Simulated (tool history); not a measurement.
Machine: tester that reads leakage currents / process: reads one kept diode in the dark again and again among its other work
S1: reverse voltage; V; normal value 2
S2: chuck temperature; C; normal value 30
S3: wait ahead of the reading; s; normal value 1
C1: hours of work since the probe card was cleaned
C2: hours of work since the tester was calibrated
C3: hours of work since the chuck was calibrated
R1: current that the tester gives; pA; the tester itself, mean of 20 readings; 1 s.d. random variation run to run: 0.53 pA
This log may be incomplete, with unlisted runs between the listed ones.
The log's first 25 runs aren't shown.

Run 26, hour 3404.1: usual settings but S1 2.38 V, S2 45 C, S3 0.47 s; C1 589; C2 1376; C3 1258. Result: R1 564.76 pA.
Run 27, hour 3534.8: usual settings but S3 1.82 s; C1 659; C2 1445; C3 1328. Result: R1 158.07 pA.
Run 28, hour 3608.6: usual settings but S3 1.82 s; C1 698; C2 1484; C3 1367. Result: R1 157.03 pA.
Run 29, hour 3759: usual settings but S3 1.82 s; C1 778; C2 1564; C3 1447. Result: R1 156.74 pA.
Run 30, hour 3900.6: usual settings but S2 26 C, S3 2.09 s; C1 853; C2 1639; C3 1522. Result: R1 111.9 pA.
Run 31, hour 4019.5: usual settings but S1 15.89 V; C1 916; C2 1702; C3 1585. Result: R1 535.99 pA.
Run 32, hour 4112.2: usual settings but S1 7.55 V, S2 29 C, S3 3.23 s; C1 965; C2 1752; C3 1634. Result: R1 313.55 pA.
Run 33, hour 4241.5: usual settings but S2 26 C; C1 1034; C2 1820; C3 1703. Result: R1 111.09 pA.
Run 34, hour 4317.1: usual settings but S1 6.92 V, S2 44 C; C1 1074; C2 1860; C3 1743. Result: R1 956.45 pA.
Run 35, hour 4421.7: usual settings but S2 43 C, S3 1.99 s; C1 1130; C2 1916; C3 1799. Result: R1 422.82 pA.
Run 36, hour 4513.9: usual settings but S2 43 C, S3 1.99 s; C1 1179; C2 1965; C3 1848. Result: R1 419.54 pA.

Each row is a separate what-if for the run after 36, all from the same tool condition, not one after another. Results?
Run A, hour 4590.4: usual settings but S1 1.75 V, S3 2.01 s; C1 1219; C2 2006; C3 1888. Result: R1 ?.
Run B, hour 4590.4: usual settings but S1 8.77 V, S2 33 C, S3 1.66 s; C1 1219; C2 2006; C3 1888. Result: R1 ?.
Run C, hour 4590.4: usual settings but S1 13.7 V, S3 1.69 s; C1 1219; C2 2006; C3 1888. Result: R1 ?.

run      R1
  A  140.01
  B   463.3
  C  473.48
Without the tool's hidden state the same runs would have given:
run      R1
  A  161.53
  B  531.84
  C  543.68
